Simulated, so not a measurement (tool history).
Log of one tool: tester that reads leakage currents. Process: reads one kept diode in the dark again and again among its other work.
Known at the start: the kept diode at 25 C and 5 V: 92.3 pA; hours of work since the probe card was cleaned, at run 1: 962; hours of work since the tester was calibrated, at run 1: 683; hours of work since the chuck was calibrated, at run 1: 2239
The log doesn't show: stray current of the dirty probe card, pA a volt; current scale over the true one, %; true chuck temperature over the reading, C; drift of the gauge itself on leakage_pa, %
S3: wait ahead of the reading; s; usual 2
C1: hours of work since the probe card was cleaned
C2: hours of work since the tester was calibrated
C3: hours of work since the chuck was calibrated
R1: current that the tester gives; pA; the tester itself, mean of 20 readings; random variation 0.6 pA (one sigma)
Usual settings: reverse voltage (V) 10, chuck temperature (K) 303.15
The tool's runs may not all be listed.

run 1 day=0 | reverse_voltage_(V)=10 chuck_temperature_(K)=303.15 S3=2 | C1=962 C2=683 C3=2239 | R1=230.73
run 2 day=0.925 | reverse_voltage_(V)=10 chuck_temperature_(K)=322.15 S3=2 | C1=978 C2=699 C3=2254 | R1=1028.94
run 3 day=2.179 | reverse_voltage_(V)=10 chuck_temperature_(K)=322.15 S3=2 | C1=999 C2=720 C3=2276 | R1=1036.44
run 4 day=2.996 | reverse_voltage_(V)=10 chuck_temperature_(K)=322.15 S3=2 | C1=1013 C2=734 C3=2290 | R1=1039.38
-- day=3.142 chuck's temperature calibrated
run 5 day=4.517 | reverse_voltage_(V)=10 chuck_temperature_(K)=322.15 S3=2 | C1=1038 C2=759 C3=23 | R1=936.5
run 6 day=5.521 | reverse_voltage_(V)=6.1 chuck_temperature_(K)=303.15 S3=2 | C1=1055 C2=776 C3=41 | R1=165.51
run 7 day=7.025 | reverse_voltage_(V)=6.1 chuck_temperature_(K)=303.15 S3=2 | C1=1080 C2=801 C3=66 | R1=164.52
run 8 day=8.483 | reverse_voltage_(V)=6.1 chuck_temperature_(K)=303.15 S3=2 | C1=1105 C2=826 C3=91 | R1=165.6
run 9 day=9.158 | reverse_voltage_(V)=6.1 chuck_temperature_(K)=303.15 S3=2 | C1=1117 C2=838 C3=103 | R1=165.14
run 10 day=10.021 | reverse_voltage_(V)=6.1 chuck_temperature_(K)=303.15 S3=2 | C1=1131 C2=852 C3=117 | R1=165.85
run 11 day=10.842 | reverse_voltage_(V)=10 chuck_temperature_(K)=297.15 S3=2 | C1=1145 C2=866 C3=131 | R1=129.43
run 12 day=11.908 | reverse_voltage_(V)=1.5 chuck_temperature_(K)=303.15 S3=2 | C1=1164 C2=885 C3=150 | R1=85.21
-- day=12.121 tester calibrated
run 13 day=13.354 | reverse_voltage_(V)=1.5 chuck_temperature_(K)=301.15 S3=2 | C1=1187 C2=21 C3=173 | R1=72.22
run 14 day=14.396 | reverse_voltage_(V)=1.5 chuck_temperature_(K)=301.15 S3=2 | C1=1205 C2=39 C3=191 | R1=72.35
run 15 day=15.946 | reverse_voltage_(V)=10 chuck_temperature_(K)=303.15 S3=2 | C1=1231 C2=65 C3=217 | R1=214.55
-- day=16.908 tester calibrated, once more
run 16 day=17.342 | reverse_voltage_(V)=10 chuck_temperature_(K)=303.15 S3=2 | C1=1253 C2=7 C3=239 | R1=212.49
run 17 day=18.833 | reverse_voltage_(V)=10 chuck_temperature_(K)=303.15 S3=2 | C1=1279 C2=33 C3=265 | R1=211.92
run 18 day=19.754 | reverse_voltage_(V)=10 chuck_temperature_(K)=303.15 S3=2 | C1=1295 C2=49 C3=281 | R1=211.76
run 19 day=20.408 | reverse_voltage_(V)=6.7 chuck_temperature_(K)=301.15 S3=0.45 | C1=1306 C2=60 C3=292 | R1=150.45
run 20 day=21.271 | reverse_voltage_(V)=11 chuck_temperature_(K)=301.15 S3=0.45 | C1=1321 C2=74 C3=307 | R1=194.52
run 21 day=21.971 | reverse_voltage_(V)=1.6 chuck_temperature_(K)=317.15 S3=0.45 | C1=1332 C2=86 C3=318 | R1=276.14
run 22 day=23.038 | reverse_voltage_(V)=10 chuck_temperature_(K)=310.15 S3=2 | C1=1351 C2=105 C3=337 | R1=376.14
run 23 day=23.725 | reverse_voltage_(V)=10 chuck_temperature_(K)=310.15 S3=2 | C1=1362 C2=116 C3=348 | R1=372.76
run 24 day=24.625 | reverse_voltage_(V)=10 chuck_temperature_(K)=328.15 S3=2 | C1=1378 C2=132 C3=364 | R1=1479.8
run 25 day=25.992 | reverse_voltage_(V)=1.5 chuck_temperature_(K)=303.15 S3=2.12 | C1=1401 C2=155 C3=387 | R1=85.28
run 26 day=27.412 | reverse_voltage_(V)=1.4 chuck_temperature_(K)=313.15 S3=2.99 | C1=1425 C2=179 C3=411 | R1=188.94
run 27 day=28.188 | reverse_voltage_(V)=1.4 chuck_temperature_(K)=313.15 S3=2 | C1=1439 C2=192 C3=425 | R1=189.05
run 28 day=29.35 | reverse_voltage_(V)=3.7 chuck_temperature_(K)=332.15 S3=2 | C1=1458 C2=212 C3=444 | R1=1246.17
run 29 day=30.112 | reverse_voltage_(V)=3.7 chuck_temperature_(K)=332.15 S3=2 | C1=1471 C2=225 C3=457 | R1=1249.01
run 30 day=31.038 | reverse_voltage_(V)=14.7 chuck_temperature_(K)=296.15 S3=5.59 | C1=1487 C2=241 C3=473 | R1=149.18
run 31 day=32.462 | reverse_voltage_(V)=14.7 chuck_temperature_(K)=296.15 S3=5.59 | C1=1512 C2=265 C3=498 | R1=149.79
run 32 day=33.604 | reverse_voltage_(V)=19.4 chuck_temperature_(K)=298.15 S3=6.27 | C1=1531 C2=285 C3=517 | R1=203.25
run 33 day=34.312 | reverse_voltage_(V)=19.4 chuck_temperature_(K)=298.15 S3=6.27 | C1=1543 C2=297 C3=529 | R1=202.59
run 34 day=35.446 | reverse_voltage_(V)=4.3 chuck_temperature_(K)=309.15 S3=4.74 | C1=1562 C2=316 C3=548 | R1=234.73
run 35 day=36.188 | reverse_voltage_(V)=2.1 chuck_temperature_(K)=311.15 S3=0.3 | C1=1575 C2=329 C3=561 | R1=198.84
run 36 day=37.592 | reverse_voltage_(V)=2.9 chuck_temperature_(K)=303.15 S3=6.7 | C1=1599 C2=353 C3=585 | R1=118.99

Forecast each of these 5 alternatives for the next run:
run A day=38.308 | reverse_voltage_(V)=1.3 chuck_temperature_(K)=307.15 S3=1.93 | C1=1611 C2=365 C3=597 | R1=?
run B day=38.308 | reverse_voltage_(V)=2.5 chuck_temperature_(K)=303.15 S3=6.7 | C1=1611 C2=365 C3=597 | R1=?
run C day=38.308 | reverse_voltage_(V)=1.8 chuck_temperature_(K)=327.15 S3=8.49 | C1=1611 C2=365 C3=597 | R1=?
run D day=38.308 | reverse_voltage_(V)=10 chuck_temperature_(K)=303.15 S3=0.45 | C1=1611 C2=365 C3=597 | R1=?
run E day=38.308 | reverse_voltage_(V)=17.2 chuck_temperature_(K)=302.15 S3=0.43 | C1=1611 C2=365 C3=597 | R1=?

run=A R1=113.97
run=B R1=111.54
run=C R1=625.97
run=D R1=223.56
run=E R1=272.29
Without the tool's hidden state the same runs would have given:
run=A R1=108.17
run=B R1=104.29
run=C R1=602.9
run=D R1=203.22
run=E R1=241.65

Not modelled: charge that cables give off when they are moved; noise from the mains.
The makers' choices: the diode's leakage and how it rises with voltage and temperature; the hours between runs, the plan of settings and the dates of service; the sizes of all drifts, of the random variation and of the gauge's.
